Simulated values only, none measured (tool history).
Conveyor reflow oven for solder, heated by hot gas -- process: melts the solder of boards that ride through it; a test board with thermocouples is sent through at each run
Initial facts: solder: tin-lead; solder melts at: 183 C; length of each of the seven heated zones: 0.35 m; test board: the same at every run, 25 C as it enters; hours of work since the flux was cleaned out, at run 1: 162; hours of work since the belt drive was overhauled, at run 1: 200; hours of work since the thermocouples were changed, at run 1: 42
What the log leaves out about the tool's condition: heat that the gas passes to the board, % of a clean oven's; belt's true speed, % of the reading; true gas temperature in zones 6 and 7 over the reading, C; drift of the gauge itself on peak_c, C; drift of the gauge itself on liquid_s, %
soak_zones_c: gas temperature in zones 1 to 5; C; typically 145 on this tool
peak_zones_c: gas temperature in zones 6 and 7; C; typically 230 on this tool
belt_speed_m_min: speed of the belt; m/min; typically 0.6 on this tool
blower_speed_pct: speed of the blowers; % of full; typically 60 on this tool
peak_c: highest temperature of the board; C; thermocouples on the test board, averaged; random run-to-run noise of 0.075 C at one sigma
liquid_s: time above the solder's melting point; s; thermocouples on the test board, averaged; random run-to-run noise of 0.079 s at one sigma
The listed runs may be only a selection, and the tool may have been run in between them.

| run | hour | soak_zones_c | peak_zones_c | belt_speed_m_min | blower_speed_pct | hours of work since the flux was cleaned out | hours of work since the belt drive was overhauled | hours of work since the thermocouples were changed | peak_c | liquid_s |
|---|---|---|---|---|---|---|---|---|---|---|
| 1 | 0 | 145 | 230 | 0.6 | 60 | 162 | 200 | 42 | 213.14 | 51.44 |
| 2 | 7.9 | 145 | 230 | 0.6 | 60 | 166 | 204 | 46 | 213.22 | 51.7 |
| 3 | 18.2 | 145 | 230 | 0.6 | 60 | 170 | 208 | 50 | 213.15 | 51.46 |
| 4 | 32.3 | 145 | 230 | 0.6 | 60 | 177 | 215 | 57 | 213.12 | 51.5 |
| 5 | 47.1 | 145 | 230 | 0.6 | 60 | 183 | 221 | 63 | 213.23 | 51.41 |
| 6 | 57 | 145 | 230 | 0.491 | 60 | 188 | 226 | 68 | 218.91 | 69.56 |
| 7 | 71.2 | 145 | 230 | 0.6 | 60 | 194 | 232 | 74 | 212.97 | 51.44 |
| 8 | 88.1 | 145 | 230 | 0.6 | 60 | 202 | 240 | 82 | 213.14 | 51.51 |
| 9 | 97.9 | 145 | 230 | 0.6 | 60 | 206 | 244 | 86 | 213.15 | 51.28 |
| 10 | 115.1 | 145 | 230 | 0.6 | 60 | 214 | 252 | 94 | 213.1 | 51.24 |
| 11 | 127.2 | 145 | 230 | 0.6 | 60 | 220 | 257 | 100 | 212.96 | 51.49 |
| 12 | 140.6 | 145 | 243 | 0.6 | 60 | 226 | 263 | 106 | 224.08 | 59.17 |
| 13 | 153.9 | 145 | 243 | 0.6 | 60 | 232 | 270 | 112 | 224.08 | 59.24 |
| 14 | 161.4 | 145 | 243 | 0.6 | 60 | 235 | 273 | 115 | 223.92 | 59.25 |
| 15 | 171.6 | 145 | 230 | 0.6 | 60 | 240 | 278 | 120 | 212.96 | 51.41 |
| 16 | 178.6 | 145 | 230 | 0.6 | 60 | 243 | 281 | 123 | 212.88 | 51.27 |
| 17 | 189.7 | 145 | 230 | 0.6 | 60 | 248 | 286 | 128 | 212.92 | 51.33 |
| 18 | 198.2 | 145 | 230 | 0.6 | 60 | 252 | 290 | 132 | 212.88 | 51.16 |
| 19 | 212.1 | 145 | 230 | 0.6 | 60 | 258 | 296 | 138 | 212.87 | 51.16 |
| 20 | 228.8 | 145 | 230 | 0.535 | 57 | 266 | 303 | 146 | 215.89 | 60.8 |
| 21 | 244.4 | 156 | 237 | 0.57 | 51 | 273 | 310 | 153 | 221.1 | 65.03 |
| 22 | 255.3 | 132 | 237 | 0.57 | 51 | 277 | 315 | 158 | 215.71 | 51.61 |
| 23 | 266.6 | 145 | 227 | 0.584 | 60 | 283 | 320 | 163 | 211.27 | 51.3 |
| 24 | 279.5 | 145 | 233 | 0.584 | 72 | 288 | 326 | 168 | 218.24 | 57.37 |
| 25 | 289.3 | 145 | 233 | 0.584 | 72 | 293 | 331 | 173 | 218.21 | 57.29 |
| 26 | 297.3 | 145 | 230 | 0.514 | 73 | 296 | 334 | 177 | 219.21 | 66.79 |
| 27 | 312.5 | 143 | 224 | 0.514 | 73 | 303 | 341 | 183 | 213.57 | 61.61 |
| 28 | 323 | 134 | 230 | 0.679 | 60 | 308 | 346 | 188 | 205.66 | 34.74 |
| 29 | 335.3 | 141 | 239 | 0.6 | 53 | 314 | 352 | 194 | 217.87 | 53.43 |
| 30 | 349.8 | 141 | 239 | 0.628 | 60 | 320 | 358 | 200 | 217.67 | 50.94 |
| 31 | 361.2 | 156 | 230 | 0.6 | 60 | 325 | 363 | 205 | 215.09 | 57.69 |

Below are 3 alternative next runs, each starting from the tool's condition after run 31. Predict each:
| A | 374.4 | 135 | 233 | 0.6 | 54 | 331 | 369 | 211 | ? | ? |
| B | 374.4 | 156 | 232 | 0.668 | 51 | 331 | 369 | 211 | ? | ? |
| C | 374.4 | 156 | 234 | 0.557 | 60 | 331 | 369 | 211 | ? | ? |

| run | peak_c | liquid_s |
|---|---|---|
| A | 211.6 | 46.39 |
| B | 211.33 | 47.71 |
| C | 220.64 | 66.44 |
With no hidden state in the tool, these same runs would have given:
| run | peak_c | liquid_s |
|---|---|---|
| A | 212.58 | 47.39 |
| B | 212.16 | 48.56 |
| C | 221.19 | 66.71 |
